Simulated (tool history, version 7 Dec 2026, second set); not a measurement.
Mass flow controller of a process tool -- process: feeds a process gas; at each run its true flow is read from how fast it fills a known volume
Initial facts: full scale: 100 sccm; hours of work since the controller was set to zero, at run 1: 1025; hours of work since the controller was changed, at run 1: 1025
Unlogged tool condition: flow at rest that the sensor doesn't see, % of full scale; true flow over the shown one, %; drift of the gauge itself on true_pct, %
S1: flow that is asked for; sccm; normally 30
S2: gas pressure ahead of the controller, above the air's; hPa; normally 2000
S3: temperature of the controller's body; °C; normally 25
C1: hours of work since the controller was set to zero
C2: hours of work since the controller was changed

run 1 hour=0.0 | S1=30 S2=2000 S3=25 | C1=1025 C2=1025 | true_flow_(%)=97.12
run 2 hour=123.0 | S1=30 S2=2000 S3=25 | C1=1073 C2=1073 | true_flow_(%)=97.01
run 3 hour=239.7 | S1=78 S2=2000 S3=25 | C1=1118 C2=1118 | true_flow_(%)=98.93
run 4 hour=376.6 | S1=78 S2=2000 S3=25 | C1=1171 C2=1171 | true_flow_(%)=99.00
run 5 hour=495.0 | S1=42 S2=2000 S3=25 | C1=1217 C2=1217 | true_flow_(%)=97.60
run 6 hour=583.2 | S1=30 S2=2000 S3=25 | C1=1251 C2=1251 | true_flow_(%)=96.83
run 7 hour=670.5 | S1=30 S2=2000 S3=25 | C1=1284 C2=1284 | true_flow_(%)=96.90
run 8 hour=780.3 | S1=30 S2=2000 S3=25 | C1=1327 C2=1327 | true_flow_(%)=96.91
run 9 hour=915.8 | S1=30 S2=2000 S3=25 | C1=1379 C2=1379 | true_flow_(%)=96.95
run 10 hour=1063.0 | S1=22 S2=2000 S3=25 | C1=1436 C2=1436 | true_flow_(%)=96.33
run 11 hour=1197.4 | S1=22 S2=2000 S3=25 | C1=1488 C2=1488 | true_flow_(%)=96.25
run 12 hour=1319.7 | S1=19 S2=2670 S3=33 | C1=1536 C2=1536 | true_flow_(%)=95.24
run 13 hour=1403.4 | S1=19 S2=2670 S3=33 | C1=1568 C2=1568 | true_flow_(%)=95.15
run 14 hour=1487.7 | S1=19 S2=1440 S3=33 | C1=1601 C2=1601 | true_flow_(%)=96.10
run 15 hour=1607.1 | S1=54 S2=1980 S3=20 | C1=1647 C2=1647 | true_flow_(%)=97.94
run 16 hour=1671.3 | S1=22 S2=2000 S3=25 | C1=1672 C2=1672 | true_flow_(%)=96.03
run 17 hour=1799.7 | S1=68 S2=2660 S3=28 | C1=1722 C2=1722 | true_flow_(%)=97.94
run 18 hour=1918.8 | S1=44 S2=2660 S3=27 | C1=1768 C2=1768 | true_flow_(%)=96.83
run 19 hour=1995.4 | S1=30 S2=2000 S3=28 | C1=1797 C2=1797 | true_flow_(%)=96.47
run 20 hour=2137.3 | S1=30 S2=2000 S3=28 | C1=1852 C2=1852 | true_flow_(%)=96.46
run 21 hour=2257.9 | S1=71 S2=2000 S3=33 | C1=1899 C2=1899 | true_flow_(%)=98.23

Here are 3 independent what-if runs from the current tool condition. What would each one return?
run A hour=2378.2 | S1=30 S2=2000 S3=36 | C1=1945 C2=1945 | true_flow_(%)=?
run B hour=2378.2 | S1=25 S2=1440 S3=33 | C1=1945 C2=1945 | true_flow_(%)=?
run C hour=2378.2 | S1=71 S2=1490 S3=33 | C1=1945 C2=1945 | true_flow_(%)=?

run=A true_flow_(%)=96.03
run=B true_flow_(%)=96.28
run=C true_flow_(%)=98.42
Without the tool's hidden state the same runs would have given:
run=A true_flow_(%)=97.21
run=B true_flow_(%)=97.64
run=C true_flow_(%)=99.06
